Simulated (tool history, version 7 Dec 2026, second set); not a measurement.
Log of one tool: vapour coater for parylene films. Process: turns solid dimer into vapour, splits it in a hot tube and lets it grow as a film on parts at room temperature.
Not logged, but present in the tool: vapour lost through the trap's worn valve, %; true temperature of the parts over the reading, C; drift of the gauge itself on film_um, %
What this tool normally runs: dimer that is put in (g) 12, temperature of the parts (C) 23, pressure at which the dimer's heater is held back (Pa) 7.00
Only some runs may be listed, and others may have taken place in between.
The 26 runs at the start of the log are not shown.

run    hour  dimer that is put in (g)  temperature of the parts (C)  pressure at which the dimer's heater is held back (Pa)  hours of work since the trap's valve was overhauled  hours of work since the table's thermometer was calibrated  thickness of the film (nm)
     1246.5  -- trap's valve overhauled
 27  1282.6                        12                            15                                                    7.00                                                   28                                                         546                        7810
 28  1321.7                         6                            27                                                    2.97                                                   59                                                         577                        2720
 29  1350.8                        12                            21                                                   11.34                                                   82                                                         600                        6160
 30  1420.4                         7                            16                                                    3.79                                                  136                                                         654                        4590
 31  1479.6                         9                            16                                                    2.09                                                  182                                                         700                        6090
 32  1536.6                        15                            27                                                    2.64                                                  227                                                         745                        6850
 33  1586.8                         6                            18                                                    7.23                                                  266                                                         784                        3500
 34  1625.4                         6                            18                                                    5.45                                                  296                                                         814                        3590
 35  1688.6                         5                            31                                                    2.05                                                  346                                                         864                        1950
 36  1725.8                         5                            31                                                    5.13                                                  375                                                         893                        1940
 37  1781.9                         5                            16                                                    2.37                                                  419                                                         937                        3360
 38  1813.6                        14                            16                                                    3.57                                                  444                                                         962                        9130
 39  1868.2                        14                            16                                                    3.57                                                  486                                                        1004                        9040
 40  1901.1                        14                            16                                                    3.57                                                  512                                                        1030                        9060
 41  1965.2                        12                            23                                                    6.83                                                  562                                                        1080                        5900

4 ways to go on from here, each from the tool as it stands after run 41. What would each give?
  A  1999.0                        12                            23                                                    9.25                                                  589                                                        1107                           ?
  B  1999.0                         9                            23                                                    7.00                                                  589                                                        1107                           ?
  C  1999.0                        12                            27                                                    7.00                                                  589                                                        1107                           ?
  D  1999.0                        20                            23                                                    6.83                                                  589                                                        1107                           ?

run  thickness of the film (nm)
  A                        5830
  B                        4420
  C                        5190
  D                        9860
Without the tool's unlogged condition, the same runs would have read:
run  thickness of the film (nm)
  A                        5850
  B                        4430
  C                        5200
  D                        9890
